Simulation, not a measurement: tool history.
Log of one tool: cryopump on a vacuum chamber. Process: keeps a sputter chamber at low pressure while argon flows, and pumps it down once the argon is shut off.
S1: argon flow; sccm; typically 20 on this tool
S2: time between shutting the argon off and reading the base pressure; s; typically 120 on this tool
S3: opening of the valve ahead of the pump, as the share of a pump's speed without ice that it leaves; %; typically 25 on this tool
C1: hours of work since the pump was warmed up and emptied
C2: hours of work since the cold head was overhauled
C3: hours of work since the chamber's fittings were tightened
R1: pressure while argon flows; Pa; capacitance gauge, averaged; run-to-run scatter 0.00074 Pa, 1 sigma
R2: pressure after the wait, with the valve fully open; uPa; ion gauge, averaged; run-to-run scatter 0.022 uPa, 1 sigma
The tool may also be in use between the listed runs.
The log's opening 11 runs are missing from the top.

run 12 day=6.125 | S1=20 S2=120 S3=25 | C1=95 C2=95 C3=1764 | R1=0.1388 R2=1.58
run 13 day=6.804 | S1=20 S2=120 S3=25 | C1=103 C2=103 C3=1772 | R1=0.1391 R2=1.57
run 14 day=7.338 | S1=20 S2=120 S3=25 | C1=110 C2=110 C3=1779 | R1=0.1380 R2=1.62
run 15 day=7.954 | S1=20 S2=120 S3=25 | C1=118 C2=118 C3=1786 | R1=0.1393 R2=1.57
run 16 day=8.304 | S1=20 S2=120 S3=17 | C1=122 C2=122 C3=1791 | R1=0.2034 R2=1.60
run 17 day=8.842 | S1=20 S2=120 S3=25 | C1=129 C2=129 C3=1798 | R1=0.1383 R2=1.58
run 18 day=9.162 | S1=20 S2=120 S3=25 | C1=133 C2=133 C3=1802 | R1=0.1377 R2=1.64
run 19 day=9.479 | S1=37 S2=122 S3=25 | C1=137 C2=137 C3=1805 | R1=0.2581 R2=1.63
run 20 day=9.867 | S1=12 S2=296 S3=41 | C1=141 C2=141 C3=1810 | R1=0.0519 R2=1.43
run 21 day=10.483 | S1=12 S2=296 S3=41 | C1=149 C2=149 C3=1818 | R1=0.0503 R2=1.44
run 22 day=10.817 | S1=12 S2=71 S3=41 | C1=153 C2=153 C3=1822 | R1=0.0511 R2=1.90
run 23 day=11.167 | S1=12 S2=71 S3=41 | C1=158 C2=158 C3=1826 | R1=0.0526 R2=1.86
run 24 day=11.508 | S1=12 S2=71 S3=41 | C1=162 C2=162 C3=1831 | R1=0.0504 R2=1.88
run 25 day=11.829 | S1=20 S2=120 S3=21 | C1=166 C2=166 C3=1835 | R1=0.1648 R2=1.66
run 26 day=12.196 | S1=32 S2=56 S3=21 | C1=171 C2=171 C3=1839 | R1=0.2654 R2=2.00
run 27 day=12.779 | S1=26 S2=56 S3=46 | C1=178 C2=178 C3=1847 | R1=0.0991 R2=2.05
run 28 day=13.492 | S1=26 S2=56 S3=46 | C1=187 C2=187 C3=1855 | R1=0.1002 R2=2.08
run 29 day=13.938 | S1=26 S2=56 S3=25 | C1=192 C2=192 C3=1861 | R1=0.1818 R2=2.08
run 30 day=14.400 | S1=26 S2=56 S3=25 | C1=198 C2=198 C3=1867 | R1=0.1817 R2=2.03
run 31 day=15.042 | S1=20 S2=120 S3=57 | C1=206 C2=206 C3=1875 | R1=0.0638 R2=1.69
run 32 day=15.408 | S1=16 S2=120 S3=20 | C1=210 C2=210 C3=1879 | R1=0.1404 R2=1.72
run 33 day=15.775 | S1=19 S2=139 S3=46 | C1=215 C2=215 C3=1884 | R1=0.0757 R2=1.59
run 34 day=16.108 | S1=19 S2=139 S3=46 | C1=219 C2=219 C3=1888 | R1=0.0727 R2=1.72
run 35 day=16.608 | S1=19 S2=294 S3=46 | C1=225 C2=225 C3=1894 | R1=0.0741 R2=1.47

Branching from run 35: 3 alternative next runs. What would each branch give?
run A day=17.292 | S1=20 S2=120 S3=32 | C1=234 C2=234 C3=1903 | R1=? R2=?
run B day=17.292 | S1=18 S2=31 S3=46 | C1=234 C2=234 C3=1903 | R1=? R2=?
run C day=17.292 | S1=15 S2=120 S3=21 | C1=234 C2=234 C3=1903 | R1=? R2=?

run=A R1=0.1114 R2=1.74
run=B R1=0.0696 R2=2.62
run=C R1=0.1254 R2=1.74
Without the tool's unlogged condition, the same runs would have read:
run=A R1=0.1073 R2=0.63
run=B R1=0.0659 R2=1.52
run=C R1=0.1224 R2=0.63
